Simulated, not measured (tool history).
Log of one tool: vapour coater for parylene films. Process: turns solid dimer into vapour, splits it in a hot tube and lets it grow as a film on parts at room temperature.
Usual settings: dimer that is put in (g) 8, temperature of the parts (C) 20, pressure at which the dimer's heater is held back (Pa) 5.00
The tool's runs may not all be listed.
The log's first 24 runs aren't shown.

run	hour	dimer that is put in (g)	temperature of the parts (C)	pressure at which the dimer's heater is held back (Pa)	hours of work since the trap's valve was overhauled	hours of work since the table's thermometer was calibrated	thickness of the film (um)
25	1387.4	4	13	5.00	229	399	3.24
# hour 1442.1: trap's valve overhauled
26	1454.2	6	23	5.00	8	438	3.22
27	1513.6	6	23	5.00	45	475	3.27
28	1577.7	6	23	5.00	84	515	3.25
29	1630.0	8	20	5.42	117	548	4.86
30	1695.7	8	20	5.42	158	589	4.78
31	1768.1	8	20	5.42	203	634	4.83
32	1819.9	8	20	5.42	235	666	4.88
# hour 1869.4: trap's valve overhauled
33	1880.7	3	16	5.00	7	701	2.21
34	1947.9	5	20	4.52	49	743	3.14
35	2004.8	5	20	4.52	84	779	3.18
# hour 2047.8: table's thermometer calibrated
36	2081.1	5	20	4.52	131	21	3.18
37	2144.8	5	13	10.89	171	60	3.40
38	2218.7	8	14	5.00	217	106	6.39

Forecast each of these 3 alternatives for the next run:
A	2257.2	8	20	2.51	241	130	?
B	2257.2	7	17	4.41	241	130	?
C	2257.2	11	16	2.56	241	130	?

run	thickness of the film (um)
A	5.64
B	4.96
C	9.08
Without the tool's hidden state the same runs would have given:
run	thickness of the film (um)
A	5.66
B	4.98
C	9.11
